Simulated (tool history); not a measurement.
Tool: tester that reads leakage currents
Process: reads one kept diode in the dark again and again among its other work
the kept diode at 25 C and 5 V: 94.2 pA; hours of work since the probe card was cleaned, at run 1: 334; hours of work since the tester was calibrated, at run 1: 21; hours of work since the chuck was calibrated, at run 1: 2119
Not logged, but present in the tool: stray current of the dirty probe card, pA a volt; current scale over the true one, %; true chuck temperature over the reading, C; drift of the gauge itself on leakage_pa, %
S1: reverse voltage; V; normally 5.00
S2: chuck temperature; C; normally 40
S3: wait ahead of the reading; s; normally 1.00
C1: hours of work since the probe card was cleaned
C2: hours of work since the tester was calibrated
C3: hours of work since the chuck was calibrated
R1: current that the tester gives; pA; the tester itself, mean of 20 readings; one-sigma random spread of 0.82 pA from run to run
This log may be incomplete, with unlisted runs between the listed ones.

{"run": 1, "hour": 0.0, "S1": 5.0, "S2": 40, "S3": 1.0, "C1": 334, "C2": 21, "C3": 2119, "R1": 271.9}
{"run": 2, "hour": 31.9, "S1": 6.36, "S2": 40, "S3": 1.0, "C1": 352, "C2": 38, "C3": 2136, "R1": 311.94}
{"run": 3, "hour": 79.1, "S1": 6.36, "S2": 40, "S3": 1.0, "C1": 377, "C2": 63, "C3": 2161, "R1": 312.23}
{"run": 4, "hour": 112.9, "S1": 5.0, "S2": 40, "S3": 1.0, "C1": 395, "C2": 81, "C3": 2179, "R1": 270.03}
{"run": 5, "hour": 141.2, "S1": 5.0, "S2": 40, "S3": 1.0, "C1": 410, "C2": 96, "C3": 2194, "R1": 271.75}
{"run": 6, "hour": 193.3, "S1": 5.0, "S2": 44, "S3": 1.0, "C1": 437, "C2": 124, "C3": 2222, "R1": 353.71}
{"run": 7, "hour": 231.1, "S1": 5.0, "S2": 40, "S3": 1.0, "C1": 458, "C2": 144, "C3": 2242, "R1": 271.17}
{"run": 8, "hour": 283.0, "S1": 5.0, "S2": 40, "S3": 1.0, "C1": 485, "C2": 172, "C3": 2270, "R1": 272.05}
{"run": 9, "hour": 310.7, "S1": 5.0, "S2": 40, "S3": 1.0, "C1": 500, "C2": 186, "C3": 2284, "R1": 270.72}
{"run": 10, "hour": 335.5, "S1": 5.0, "S2": 40, "S3": 1.0, "C1": 513, "C2": 200, "C3": 2298, "R1": 270.09}
{"run": 11, "hour": 390.7, "S1": 5.0, "S2": 40, "S3": 1.0, "C1": 543, "C2": 229, "C3": 2327, "R1": 269.75}
{"run": 12, "hour": 435.5, "S1": 5.0, "S2": 40, "S3": 1.0, "C1": 567, "C2": 253, "C3": 2351, "R1": 270.27}
{"run": 13, "hour": 488.7, "S1": 5.0, "S2": 23, "S3": 1.0, "C1": 595, "C2": 281, "C3": 2379, "R1": 82.94}
{"run": 14, "hour": 525.2, "S1": 1.58, "S2": 40, "S3": 1.0, "C1": 614, "C2": 301, "C3": 2399, "R1": 137.99}
{"run": 15, "hour": 568.9, "S1": 1.58, "S2": 40, "S3": 1.0, "C1": 638, "C2": 324, "C3": 2422, "R1": 136.85}
{"run": 16, "hour": 619.0, "S1": 1.58, "S2": 40, "S3": 1.0, "C1": 664, "C2": 351, "C3": 2449, "R1": 136.98}
{"run": 17, "hour": 645.0, "S1": 1.58, "S2": 40, "S3": 2.13, "C1": 678, "C2": 365, "C3": 2463, "R1": 137.04}
{"hour": 675.6, "done": "chuck's temperature calibrated"}
{"run": 18, "hour": 678.6, "S1": 1.58, "S2": 40, "S3": 2.13, "C1": 695, "C2": 381, "C3": 2, "R1": 136.86}
{"run": 19, "hour": 714.5, "S1": 1.58, "S2": 40, "S3": 2.13, "C1": 714, "C2": 400, "C3": 21, "R1": 137.43}
{"run": 20, "hour": 762.4, "S1": 1.58, "S2": 40, "S3": 2.13, "C1": 740, "C2": 426, "C3": 46, "R1": 138.07}
{"run": 21, "hour": 814.0, "S1": 5.0, "S2": 40, "S3": 1.0, "C1": 767, "C2": 454, "C3": 74, "R1": 270.91}
{"run": 22, "hour": 845.3, "S1": 1.6, "S2": 40, "S3": 3.85, "C1": 784, "C2": 470, "C3": 90, "R1": 139.05}
{"run": 23, "hour": 891.1, "S1": 1.6, "S2": 40, "S3": 3.85, "C1": 808, "C2": 495, "C3": 115, "R1": 137.55}
{"run": 24, "hour": 934.0, "S1": 5.0, "S2": 24, "S3": 0.58, "C1": 831, "C2": 517, "C3": 138, "R1": 90.64}
{"run": 25, "hour": 988.3, "S1": 5.0, "S2": 24, "S3": 0.58, "C1": 860, "C2": 546, "C3": 167, "R1": 90.82}
{"run": 26, "hour": 1034.6, "S1": 5.0, "S2": 40, "S3": 9.59, "C1": 885, "C2": 571, "C3": 191, "R1": 268.74}
{"run": 27, "hour": 1064.8, "S1": 5.0, "S2": 40, "S3": 0.9, "C1": 901, "C2": 587, "C3": 207, "R1": 272.25}
{"run": 28, "hour": 1103.1, "S1": 10.64, "S2": 48, "S3": 3.37, "C1": 921, "C2": 608, "C3": 228, "R1": 711.09}
{"run": 29, "hour": 1142.1, "S1": 2.31, "S2": 48, "S3": 9.4, "C1": 942, "C2": 628, "C3": 249, "R1": 289.11}
{"run": 30, "hour": 1175.8, "S1": 2.31, "S2": 48, "S3": 9.4, "C1": 960, "C2": 646, "C3": 266, "R1": 287.93}
{"run": 31, "hour": 1216.6, "S1": 6.73, "S2": 52, "S3": 0.34, "C1": 982, "C2": 668, "C3": 288, "R1": 706.13}
{"run": 32, "hour": 1249.7, "S1": 6.73, "S2": 52, "S3": 0.34, "C1": 999, "C2": 686, "C3": 306, "R1": 704.53}
{"run": 33, "hour": 1281.5, "S1": 5.0, "S2": 40, "S3": 3.37, "C1": 1016, "C2": 703, "C3": 323, "R1": 270.43}
{"run": 34, "hour": 1323.3, "S1": 5.0, "S2": 40, "S3": 3.37, "C1": 1038, "C2": 725, "C3": 345, "R1": 270.28}
{"run": 35, "hour": 1361.3, "S1": 5.0, "S2": 40, "S3": 3.37, "C1": 1059, "C2": 745, "C3": 365, "R1": 269.26}
{"run": 36, "hour": 1386.6, "S1": 5.0, "S2": 40, "S3": 3.37, "C1": 1072, "C2": 759, "C3": 379, "R1": 270.14}
{"run": 37, "hour": 1429.9, "S1": 5.0, "S2": 40, "S3": 1.47, "C1": 1095, "C2": 782, "C3": 402, "R1": 272.15}
{"run": 38, "hour": 1471.6, "S1": 5.0, "S2": 40, "S3": 1.21, "C1": 1117, "C2": 804, "C3": 424, "R1": 272.04}
{"run": 39, "hour": 1522.6, "S1": 5.0, "S2": 40, "S3": 1.21, "C1": 1145, "C2": 831, "C3": 451, "R1": 271.33}
{"run": 40, "hour": 1568.9, "S1": 5.07, "S2": 40, "S3": 3.49, "C1": 1169, "C2": 856, "C3": 476, "R1": 273.99}
{"run": 41, "hour": 1599.6, "S1": 5.41, "S2": 40, "S3": 0.95, "C1": 1186, "C2": 872, "C3": 492, "R1": 284.94}

Describe how what the log doesn't record of the tool's condition differs between the last listed run preceding each entry between runs and the first listed run following it.
Run 17 -> run 18: chuck's temperature calibrated (hour 675.6)
  true chuck temperature over the reading, C: -0.03 -> 0
